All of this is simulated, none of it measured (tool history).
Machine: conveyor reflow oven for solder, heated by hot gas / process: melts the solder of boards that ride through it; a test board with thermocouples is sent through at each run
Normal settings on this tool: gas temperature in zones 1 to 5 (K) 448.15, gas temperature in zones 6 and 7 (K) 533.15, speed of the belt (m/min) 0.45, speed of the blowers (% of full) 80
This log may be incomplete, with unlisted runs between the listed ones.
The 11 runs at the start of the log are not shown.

run	hour	gas temperature in zones 1 to 5 (K)	gas temperature in zones 6 and 7 (K)	speed of the belt (m/min)	speed of the blowers (% of full)	highest temperature of the board (K)	time above the solder's melting point (s)
12	80.3	448.15	542.15	0.45	80	528.85	64.3
13	90.3	448.15	542.15	0.45	86	530.35	65.1
14	95.1	448.15	542.15	0.45	86	529.75	65.3
15	100.5	448.15	542.15	0.45	86	530.15	65.6
16	110.3	448.15	542.15	0.45	86	529.45	64.8
17	118.5	440.15	531.15	0.525	80	512.75	39.8
18	126.3	441.15	522.15	0.418	61	507.75	43.1
19	134.8	448.15	539.15	0.45	62	520.85	57
20	141.3	448.15	533.15	0.387	80	523.95	72.4
21	149.1	459.15	534.15	0.45	51	515.85	54.7
22	155.9	447.15	548.15	0.432	88	536.15	71.4
23	161.3	447.15	545.15	0.395	62	529.85	73.1
24	166.6	447.15	545.15	0.395	62	529.95	73.2
25	176.9	453.15	533.15	0.452	80	521.05	59.9
26	183	443.15	540.15	0.412	59	522.95	61.8
27	189.9	442.15	533.15	0.45	86	520.45	56.4
28	197.8	442.15	533.15	0.439	86	521.25	58.6
29	206.1	448.15	523.15	0.45	56	505.35	37.4
30	211.4	448.15	523.15	0.45	56	505.25	38.1
31	218.3	448.15	543.15	0.534	80	523.25	49

3 ways to go on from here, each from the tool as it stands after run 31. What would each give?
A	224	455.15	533.15	0.45	80	?	?
B	224	452.15	525.15	0.45	80	?	?
C	224	448.15	543.15	0.534	79	?	?

run	highest temperature of the board (K)	time above the solder's melting point (s)
A	521.15	61.3
B	513.55	53.2
C	523.25	49
Without the tool's hidden state the same runs would have given:
run	highest temperature of the board (K)	time above the solder's melting point (s)
A	523.55	63.1
B	515.95	56
C	526.75	51.3
